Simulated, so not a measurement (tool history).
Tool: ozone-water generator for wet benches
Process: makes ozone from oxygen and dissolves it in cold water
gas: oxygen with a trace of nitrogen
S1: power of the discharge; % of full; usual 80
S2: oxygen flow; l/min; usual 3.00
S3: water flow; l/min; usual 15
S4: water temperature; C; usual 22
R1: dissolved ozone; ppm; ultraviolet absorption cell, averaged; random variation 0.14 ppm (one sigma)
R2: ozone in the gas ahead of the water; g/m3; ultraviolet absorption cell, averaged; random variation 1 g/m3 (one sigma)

run,hour,S1,S2,S3,S4,R1,R2
1,0.0,80,3.00,15,22,14.3,174.0
2,139.5,80,3.00,15,22,14.0,173.1
3,224.9,80,3.00,15,22,14.1,172.1
4,317.7,80,3.00,15,25,13.5,174.5
5,385.6,80,3.00,15,24,13.9,172.8
6,534.3,80,1.97,15,22,12.5,200.2
7,637.6,80,3.00,15,22,13.9,170.8
8,771.9,80,3.00,13,22,15.7,170.2
9,932.6,80,3.00,15,22,13.9,171.6
10,1041.0,80,3.00,15,22,13.8,169.3
11,1191.5,80,3.00,15,22,13.8,168.2
12,1273.7,80,3.00,22,22,9.8,169.4
13,1410.4,80,3.00,22,22,10.0,170.0
14,1559.5,80,3.00,22,22,9.7,169.8
15,1687.6,80,3.00,22,22,9.6,166.8
16,1784.5,80,3.00,22,22,9.5,167.4
17,1869.2,80,3.00,22,22,9.5,168.8
# hour 1949.1: water thermometer calibrated
18,1986.6,88,2.20,11,15,19.4,204.2
19,2091.2,88,2.20,11,15,19.3,202.3
20,2226.6,59,2.98,18,19,9.1,130.2
21,2336.6,82,3.00,12,22,16.4,167.0
22,2413.1,67,3.00,15,18,12.1,143.7
23,2553.5,67,3.00,15,18,12.2,143.3
# hour 2566.3: contactor cleaned
24,2690.2,97,3.11,23,18,10.5,190.6
25,2770.7,92,4.29,16,18,15.3,163.0
26,2885.3,92,4.29,16,18,15.5,160.4
27,2999.0,80,3.00,15,22,12.9,164.3
28,3107.7,80,1.75,15,19,11.0,198.8
29,3174.2,73,4.86,21,17,10.1,127.0
30,3254.7,73,4.86,21,17,10.1,126.6
31,3361.1,73,4.86,21,17,10.4,125.7
# hour 3479.1: contactor cleaned, once more
32,3513.0,73,4.86,21,17,11.6,126.1
33,3594.0,80,2.05,20,22,9.7,186.2

4 ways to go on from here, each from the tool as it stands after run 33. What would each give?
A,3735.2,80,2.05,11,22,?,?
B,3735.2,80,2.45,15,19,?,?
C,3735.2,80,3.00,23,22,?,?
D,3735.2,80,3.00,15,14,?,?

run,R1,R2
A,16.5,185.4
B,13.7,173.9
C,9.4,163.4
D,15.1,161.0
Without the tool's hidden state the same runs would have given:
run,R1,R2
A,18.2,203.4
B,15.1,190.7
C,10.4,179.2
D,16.7,176.5

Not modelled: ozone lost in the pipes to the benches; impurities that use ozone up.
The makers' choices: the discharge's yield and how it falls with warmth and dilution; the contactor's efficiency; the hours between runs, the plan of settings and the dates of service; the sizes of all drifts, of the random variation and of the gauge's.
